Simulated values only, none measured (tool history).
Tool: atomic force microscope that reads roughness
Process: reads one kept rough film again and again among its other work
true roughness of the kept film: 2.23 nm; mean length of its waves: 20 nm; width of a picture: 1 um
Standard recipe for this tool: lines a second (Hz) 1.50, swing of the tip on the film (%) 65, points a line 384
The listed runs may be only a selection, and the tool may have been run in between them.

| run | day | lines a second (Hz) | swing of the tip on the film (%) | points a line | roughness of the kept film (nm (root mean square)) |
|---|---|---|---|---|---|
| 1 | 0.000 | 1.50 | 65 | 384 | 1.696 |
| 2 | 1.938 | 1.50 | 65 | 384 | 1.654 |
| 3 | 4.196 | 1.50 | 65 | 384 | 1.628 |
|  | 6.275 | new tip fitted |
| 4 | 7.062 | 1.50 | 65 | 384 | 1.780 |
| 5 | 9.808 | 1.50 | 65 | 384 | 1.730 |
| 6 | 12.200 | 0.52 | 65 | 384 | 1.741 |
| 7 | 13.996 | 0.52 | 65 | 384 | 1.695 |
| 8 | 15.667 | 1.50 | 60 | 384 | 1.626 |
|  | 16.771 | new tip fitted |
| 9 | 18.512 | 1.50 | 65 | 384 | 1.814 |
| 10 | 20.908 | 1.50 | 65 | 384 | 1.740 |
| 11 | 23.242 | 1.50 | 65 | 384 | 1.675 |
| 12 | 26.354 | 1.50 | 81 | 384 | 1.527 |
|  | 27.208 | new tip fitted |
| 13 | 29.154 | 1.50 | 62 | 384 | 1.784 |
| 14 | 30.442 | 1.50 | 87 | 384 | 1.591 |
| 15 | 32.338 | 1.50 | 65 | 384 | 1.708 |
|  | 32.633 | height scale calibrated on a step standard |
| 16 | 33.804 | 1.50 | 73 | 384 | 1.642 |
| 17 | 36.412 | 1.50 | 73 | 384 | 1.590 |
|  | 37.588 | new tip fitted |
| 18 | 39.388 | 1.50 | 73 | 384 | 1.743 |
|  | 41.308 | height scale calibrated on a step standard, once more |
| 19 | 42.354 | 0.67 | 73 | 499 | 1.729 |
| 20 | 44.762 | 0.53 | 76 | 384 | 1.665 |
| 21 | 47.388 | 0.53 | 76 | 384 | 1.642 |
|  | 48.079 | new tip fitted |
| 22 | 48.792 | 2.08 | 76 | 384 | 1.658 |
| 23 | 50.592 | 2.08 | 63 | 894 | 1.761 |
| 24 | 52.338 | 2.08 | 63 | 894 | 1.718 |
| 25 | 55.404 | 1.50 | 86 | 713 | 1.537 |
| 26 | 58.142 | 1.50 | 86 | 713 | 1.469 |
|  | 58.408 | new tip fitted |
| 27 | 61.079 | 0.71 | 64 | 265 | 1.756 |

What does the tool deliver on the next run?
| 28 | 63.096 | 0.71 | 64 | 265 | ? |

{"run 28": {"roughness of the kept film (nm (root mean square))": 1.699}}
With the hidden condition absent and the run-to-run variation left alone, this run would have shown roughness of the kept film (nm (root mean square)) 1.821.
